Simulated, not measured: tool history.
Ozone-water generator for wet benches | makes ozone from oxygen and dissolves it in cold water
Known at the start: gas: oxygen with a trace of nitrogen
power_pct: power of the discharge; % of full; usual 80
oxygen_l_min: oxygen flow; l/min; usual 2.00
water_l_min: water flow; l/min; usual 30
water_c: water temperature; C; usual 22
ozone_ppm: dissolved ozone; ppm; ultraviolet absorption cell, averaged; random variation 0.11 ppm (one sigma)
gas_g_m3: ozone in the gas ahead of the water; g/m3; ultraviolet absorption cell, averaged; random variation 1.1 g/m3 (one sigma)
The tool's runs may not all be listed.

run    hour  power_pct  oxygen_l_min  water_l_min  water_c  ozone_ppm  gas_g_m3
  1     0.0         80          2.00           30       22        5.9     198.4
  2   110.7         80          2.00           30       22        6.0     199.9
  3   220.0         80          2.00           30       27        5.7     197.4
  4   278.1         80          1.86           30       22        5.7     203.2
  5   374.6         80          2.00           30       22        5.8     199.3
  6   439.0         80          2.00           30       22        5.9     199.0
  7   541.3         80          2.00           30       22        5.8     197.7
  8   663.1         80          2.00           30       22        5.8     195.3
  9   761.8         80          2.52           30       22        6.3     179.5
 10   814.8         80          2.00           30       22        5.8     195.8
      905.3  -- contactor cleaned
 11   907.3         80          1.10           30       22        4.8     243.0
 12  1006.9         80          2.70           30       22        6.9     171.8
 13  1074.8         80          2.00           30       22        6.0     194.9
 14  1184.0         80          2.00           30       22        6.1     195.1
 15  1235.9         80          2.00           30       22        5.9     192.7
 16  1287.7         80          2.00           30       22        6.2     192.3
 17  1349.7         55          2.00           27       22        4.8     137.7
 18  1450.6         55          2.00           27       22        4.9     137.5
 19  1518.1         80          2.00           19       28        9.4     189.6
 20  1594.9         80          2.00           19       28        9.4     190.3
 21  1665.4         80          2.00           19       28        9.3     189.2
 22  1775.0         57          2.00           19       22        7.4     142.1
 23  1889.6         82          3.16           30       22        7.1     161.7
 24  1964.8         82          3.16           30       22        7.3     160.3
 25  2022.9         82          3.16           30       22        7.2     161.2
 26  2121.2         63          2.70           24       26        6.6     135.9
 27  2176.8         63          2.70           21       26        7.4     137.2
 28  2227.0         63          1.22           24       26        4.7     183.0
 29  2284.0         79          2.36           43       27        4.1     174.4
 30  2387.5         79          1.81           43       27        3.5     188.9
 31  2453.6         49          1.56           33       25        3.0     135.2

4 ways to go on from here, each from the tool as it stands after run 31. What would each give?
  A  2565.3         49          1.62           21       25          ?         ?
  B  2565.3         51          1.56           43       20          ?         ?
  C  2565.3         49          2.04           33       25          ?         ?
  D  2565.3         59          1.56           43       25          ?         ?

run  ozone_ppm  gas_g_m3
  A        5.2     132.6
  B        2.2     138.2
  C        3.5     120.8
  D        2.5     156.8
Without the tool's hidden state the same runs would have given:
run  ozone_ppm  gas_g_m3
  A        5.7     141.1
  B        2.4     147.6
  C        3.8     128.6
  D        2.8     169.3

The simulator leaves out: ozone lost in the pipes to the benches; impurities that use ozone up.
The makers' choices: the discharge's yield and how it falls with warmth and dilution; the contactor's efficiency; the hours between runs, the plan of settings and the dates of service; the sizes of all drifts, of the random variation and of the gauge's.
